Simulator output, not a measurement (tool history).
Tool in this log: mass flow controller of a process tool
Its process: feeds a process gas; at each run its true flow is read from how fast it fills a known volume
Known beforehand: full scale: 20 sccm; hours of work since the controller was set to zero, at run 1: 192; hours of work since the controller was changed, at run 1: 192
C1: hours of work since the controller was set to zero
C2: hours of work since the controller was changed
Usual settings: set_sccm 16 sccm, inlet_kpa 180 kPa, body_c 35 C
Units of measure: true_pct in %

run 1 hour=0 | set_sccm=16 inlet_kpa=180 body_c=35 | C1=192 C2=192 | true_pct=100.34
run 2 hour=189.4 | set_sccm=16 inlet_kpa=180 body_c=35 | C1=280 C2=280 | true_pct=100.51
run 3 hour=371 | set_sccm=10 inlet_kpa=180 body_c=35 | C1=364 C2=364 | true_pct=99.86
run 4 hour=578.9 | set_sccm=10 inlet_kpa=180 body_c=35 | C1=461 C2=461 | true_pct=100.11
run 5 hour=809.7 | set_sccm=5 inlet_kpa=180 body_c=35 | C1=568 C2=568 | true_pct=100.08
run 6 hour=985.7 | set_sccm=5 inlet_kpa=180 body_c=35 | C1=650 C2=650 | true_pct=100.19
run 7 hour=1134.4 | set_sccm=16 inlet_kpa=180 body_c=32 | C1=720 C2=720 | true_pct=100.6
run 8 hour=1337.6 | set_sccm=16 inlet_kpa=180 body_c=35 | C1=814 C2=814 | true_pct=100.68
run 9 hour=1582.5 | set_sccm=14 inlet_kpa=273 body_c=35 | C1=928 C2=928 | true_pct=101.23
run 10 hour=1697.1 | set_sccm=2 inlet_kpa=273 body_c=30 | C1=982 C2=982 | true_pct=102.5
run 11 hour=1931.2 | set_sccm=16 inlet_kpa=223 body_c=38 | C1=1091 C2=1091 | true_pct=101.24
run 12 hour=2086.5 | set_sccm=16 inlet_kpa=225 body_c=22 | C1=1163 C2=1163 | true_pct=100.68

Estimate the outcome of run 13 from the log above:
run 13 hour=2278.7 | set_sccm=16 inlet_kpa=164 body_c=28 | C1=1252 C2=1252 | true_pct=?

{"run 13": {"true_pct": 100.58}}
With the hidden condition absent and the run-to-run variation left alone, this run would have shown true_pct 99.54 %.
